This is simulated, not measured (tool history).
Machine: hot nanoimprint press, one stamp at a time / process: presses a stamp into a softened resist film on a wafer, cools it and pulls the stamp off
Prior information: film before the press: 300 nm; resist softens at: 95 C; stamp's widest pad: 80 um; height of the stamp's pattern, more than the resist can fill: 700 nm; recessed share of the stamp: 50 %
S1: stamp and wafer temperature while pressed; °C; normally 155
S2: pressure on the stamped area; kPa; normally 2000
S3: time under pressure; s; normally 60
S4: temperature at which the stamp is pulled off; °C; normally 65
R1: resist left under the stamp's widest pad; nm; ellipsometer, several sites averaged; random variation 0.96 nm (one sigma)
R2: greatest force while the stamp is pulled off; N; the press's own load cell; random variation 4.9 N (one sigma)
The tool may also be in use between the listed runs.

| run | day | S1 | S2 | S3 | S4 | R1 | R2 |
|---|---|---|---|---|---|---|---|
| 1 | 0 | 155 | 2000 | 60 | 65 | 142.4 | 288 |
| 2 | 2.262 | 155 | 2000 | 60 | 65 | 141.5 | 296 |
|  | 4.767 | stamp cleaned and given a new release coat |
| 3 | 4.825 | 155 | 2000 | 60 | 65 | 143.8 | 238 |
| 4 | 8.533 | 155 | 2000 | 60 | 65 | 143.7 | 253 |
| 5 | 12.258 | 155 | 2000 | 60 | 65 | 145.5 | 281 |
| 6 | 14.217 | 155 | 2000 | 61 | 65 | 145.8 | 298 |
| 7 | 16.288 | 155 | 2000 | 61 | 65 | 147.7 | 312 |
|  | 16.738 | stamp cleaned and given a new release coat |
| 8 | 18.408 | 155 | 2000 | 61 | 65 | 146.9 | 257 |
| 9 | 20.946 | 155 | 2000 | 61 | 65 | 147.7 | 268 |
| 10 | 22.662 | 155 | 2000 | 61 | 65 | 150.9 | 277 |
|  | 23.842 | plate thermocouple calibrated |
| 11 | 25.1 | 155 | 2000 | 61 | 65 | 139.9 | 278 |
|  | 26.279 | press's hydraulic seals changed and the load cell set to zero |
| 12 | 27.942 | 155 | 2000 | 60 | 65 | 138.9 | 302 |
|  | 29.104 | stamp cleaned and given a new release coat |
| 13 | 31.988 | 155 | 1370 | 60 | 65 | 163 | 259 |
| 14 | 34.362 | 155 | 2000 | 60 | 65 | 142.1 | 268 |
| 15 | 37.408 | 155 | 2000 | 60 | 65 | 142.9 | 286 |
| 16 | 39.408 | 145 | 1870 | 39 | 58 | 234.3 | 323 |
|  | 41.025 | stamp cleaned and given a new release coat |
| 17 | 43.45 | 155 | 1860 | 60 | 70 | 149.6 | 241 |
| 18 | 47.433 | 155 | 1860 | 60 | 70 | 150.3 | 261 |
| 19 | 50.279 | 155 | 1860 | 60 | 70 | 150.6 | 277 |
|  | 52.396 | plate thermocouple calibrated |
|  | 53.246 | stamp cleaned and given a new release coat |
| 20 | 53.496 | 155 | 1860 | 76 | 59 | 128.6 | 243 |
| 21 | 55.221 | 164 | 2690 | 76 | 51 | 76.5 | 284 |
| 22 | 57.117 | 164 | 2970 | 105 | 51 | 63.1 | 292 |
| 23 | 60.238 | 164 | 2970 | 105 | 51 | 63.8 | 313 |
| 24 | 63.058 | 164 | 1540 | 80 | 51 | 96.8 | 339 |
|  | 65.296 | stamp cleaned and given a new release coat |
| 25 | 65.392 | 164 | 1540 | 80 | 51 | 97.6 | 281 |
| 26 | 68.629 | 164 | 1540 | 80 | 51 | 98 | 297 |
| 27 | 70.267 | 164 | 1540 | 80 | 51 | 99.8 | 307 |
| 28 | 72.908 | 155 | 1470 | 60 | 58 | 166.8 | 309 |
| 29 | 74.904 | 162 | 1530 | 65 | 67 | 119.7 | 291 |

Measured minus without-hidden-state, run by run (identical run-to-run variation in each term; gauge scatter may differ):
Hidden conditions of the tool in this case: true temperature over the reading, C; pressure that arrives at the usual setting, %; grip of the stamp's worn release coat, % over a new coat's; drift of the gauge itself on residual_nm, %; drift of the gauge itself on pull_off_n, %.
| run | R1 | R2 |
|---|---|---|
| 1 | +3.3 | +43 |
| 2 | +4.2 | +56 |
| 3 | +5.2 | +2 |
| 4 | +6.8 | +22 |
| 5 | +8.3 | +45 |
| 6 | +9.1 | +59 |
| 7 | +10.2 | +71 |
| 8 | +10.8 | +14 |
| 9 | +11.9 | +28 |
| 10 | +12.9 | +38 |
| 11 | +2.8 | +46 |
| 12 | +1.6 | +62 |
| 13 | +3.2 | +18 |
| 14 | +4.1 | +31 |
| 15 | +5.3 | +49 |
| 16 | +6.2 | +66 |
| 17 | +7.9 | +16 |
| 18 | +9.6 | +38 |
| 19 | +10.8 | +55 |
| 20 | +0.7 | +2 |
| 21 | +1.2 | +12 |
| 22 | +1.5 | +25 |
| 23 | +2.2 | +46 |
| 24 | +3.3 | +66 |
| 25 | +3.9 | +3 |
| 26 | +4.8 | +24 |
| 27 | +5.5 | +35 |
| 28 | +9.3 | +51 |
| 29 | +7.9 | +58 |

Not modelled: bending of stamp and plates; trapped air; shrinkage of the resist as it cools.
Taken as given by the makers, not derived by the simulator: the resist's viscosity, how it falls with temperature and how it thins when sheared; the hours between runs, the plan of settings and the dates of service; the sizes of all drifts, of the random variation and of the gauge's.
